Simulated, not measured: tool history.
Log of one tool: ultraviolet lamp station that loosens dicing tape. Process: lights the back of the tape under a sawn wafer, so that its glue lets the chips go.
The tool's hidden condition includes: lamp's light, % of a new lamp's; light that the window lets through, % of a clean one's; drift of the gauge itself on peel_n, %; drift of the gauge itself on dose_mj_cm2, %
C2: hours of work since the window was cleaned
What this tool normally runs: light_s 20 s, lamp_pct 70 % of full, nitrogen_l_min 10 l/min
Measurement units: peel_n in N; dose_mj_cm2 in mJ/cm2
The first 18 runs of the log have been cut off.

{"run": 19, "hour": 248.5, "light_s": 11, "lamp_pct": 87, "nitrogen_l_min": 6, "hours of work of the lamp": 542, "C2": 161, "peel_n": 1.824, "dose_mj_cm2": 159}
{"run": 20, "hour": 257.5, "light_s": 11, "lamp_pct": 87, "nitrogen_l_min": 6, "hours of work of the lamp": 548, "C2": 167, "peel_n": 1.855, "dose_mj_cm2": 157}
{"run": 21, "hour": 266.0, "light_s": 11, "lamp_pct": 87, "nitrogen_l_min": 6, "hours of work of the lamp": 553, "C2": 172, "peel_n": 1.904, "dose_mj_cm2": 152}
{"run": 22, "hour": 279.6, "light_s": 11, "lamp_pct": 87, "nitrogen_l_min": 6, "hours of work of the lamp": 562, "C2": 181, "peel_n": 1.965, "dose_mj_cm2": 155}
{"run": 23, "hour": 291.3, "light_s": 20, "lamp_pct": 70, "nitrogen_l_min": 7, "hours of work of the lamp": 569, "C2": 188, "peel_n": 0.988, "dose_mj_cm2": 226}
{"run": 24, "hour": 301.5, "light_s": 20, "lamp_pct": 70, "nitrogen_l_min": 7, "hours of work of the lamp": 575, "C2": 194, "peel_n": 0.977, "dose_mj_cm2": 223}
{"run": 25, "hour": 319.7, "light_s": 20, "lamp_pct": 71, "nitrogen_l_min": 3, "hours of work of the lamp": 586, "C2": 206, "peel_n": 1.613, "dose_mj_cm2": 222}
{"run": 26, "hour": 337.3, "light_s": 10, "lamp_pct": 86, "nitrogen_l_min": 15, "hours of work of the lamp": 597, "C2": 217, "peel_n": 1.506, "dose_mj_cm2": 136}
{"run": 27, "hour": 354.9, "light_s": 35, "lamp_pct": 70, "nitrogen_l_min": 16, "hours of work of the lamp": 608, "C2": 227, "peel_n": 0.242, "dose_mj_cm2": 375}
{"run": 28, "hour": 366.2, "light_s": 35, "lamp_pct": 70, "nitrogen_l_min": 16, "hours of work of the lamp": 615, "C2": 234, "peel_n": 0.238, "dose_mj_cm2": 370}
{"run": 29, "hour": 382.0, "light_s": 35, "lamp_pct": 70, "nitrogen_l_min": 16, "hours of work of the lamp": 625, "C2": 244, "peel_n": 0.242, "dose_mj_cm2": 373}
{"run": 30, "hour": 399.5, "light_s": 25, "lamp_pct": 72, "nitrogen_l_min": 10, "hours of work of the lamp": 636, "C2": 255, "peel_n": 0.509, "dose_mj_cm2": 266}
{"run": 31, "hour": 409.3, "light_s": 18, "lamp_pct": 79, "nitrogen_l_min": 5, "hours of work of the lamp": 642, "C2": 261, "peel_n": 1.324, "dose_mj_cm2": 213}
{"run": 32, "hour": 421.4, "light_s": 18, "lamp_pct": 79, "nitrogen_l_min": 5, "hours of work of the lamp": 649, "C2": 269, "peel_n": 1.331, "dose_mj_cm2": 209}
{"run": 33, "hour": 438.3, "light_s": 18, "lamp_pct": 79, "nitrogen_l_min": 5, "hours of work of the lamp": 660, "C2": 279, "peel_n": 1.348, "dose_mj_cm2": 206}

For run 34, what comes out?
{"run": 34, "hour": 455.8, "light_s": 28, "lamp_pct": 83, "nitrogen_l_min": 11, "hours of work of the lamp": 671, "C2": 290, "peel_n": "?", "dose_mj_cm2": "?"}

{"run 34": {"peel_n": 0.33, "dose_mj_cm2": 333}}
On a tool with no hidden condition, and with the same random variation, this run would have come out at peel_n 0.213 N, dose_mj_cm2 556 mJ/cm2.
